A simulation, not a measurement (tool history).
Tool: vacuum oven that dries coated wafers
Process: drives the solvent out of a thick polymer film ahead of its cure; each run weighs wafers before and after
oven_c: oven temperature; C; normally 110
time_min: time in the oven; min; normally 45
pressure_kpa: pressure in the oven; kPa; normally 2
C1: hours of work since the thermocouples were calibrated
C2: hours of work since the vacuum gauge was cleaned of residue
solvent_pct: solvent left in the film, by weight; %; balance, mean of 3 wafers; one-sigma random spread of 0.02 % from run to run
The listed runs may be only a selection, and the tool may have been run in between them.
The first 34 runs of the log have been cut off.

run 35 hour=2504.5 | oven_c=99 time_min=65 pressure_kpa=5.29 | C1=315 C2=567 | solvent_pct=4.34
run 36 hour=2548.2 | oven_c=99 time_min=65 pressure_kpa=5.29 | C1=333 C2=585 | solvent_pct=4.33
run 37 hour=2628.8 | oven_c=101 time_min=58 pressure_kpa=1.32 | C1=367 C2=619 | solvent_pct=2.01
run 38 hour=2688.4 | oven_c=101 time_min=58 pressure_kpa=1.32 | C1=392 C2=644 | solvent_pct=2.03
run 39 hour=2738.9 | oven_c=112 time_min=58 pressure_kpa=6.15 | C1=414 C2=665 | solvent_pct=2.77
run 40 hour=2790.7 | oven_c=97 time_min=45 pressure_kpa=2.97 | C1=435 C2=687 | solvent_pct=4.75
run 41 hour=2878.1 | oven_c=110 time_min=67 pressure_kpa=2 | C1=472 C2=724 | solvent_pct=1.15
run 42 hour=2926 | oven_c=110 time_min=67 pressure_kpa=2 | C1=492 C2=744 | solvent_pct=1.18
run 43 hour=2994.8 | oven_c=110 time_min=67 pressure_kpa=2 | C1=521 C2=773 | solvent_pct=1.13
run 44 hour=3073.9 | oven_c=110 time_min=67 pressure_kpa=2 | C1=554 C2=806 | solvent_pct=1.17

Branching from run 44: 3 alternative next runs. What would each branch give?
run A hour=3148.5 | oven_c=110 time_min=40 pressure_kpa=2 | C1=586 C2=837 | solvent_pct=?
run B hour=3148.5 | oven_c=119 time_min=23 pressure_kpa=6.45 | C1=586 C2=837 | solvent_pct=?
run C hour=3148.5 | oven_c=100 time_min=24 pressure_kpa=5.81 | C1=586 C2=837 | solvent_pct=?

run=A solvent_pct=2.16
run=B solvent_pct=3.98
run=C solvent_pct=8.29
Had the tool no hidden state, the same runs would have come out as:
run=A solvent_pct=1.9
run=B solvent_pct=3.68
run=C solvent_pct=7.85
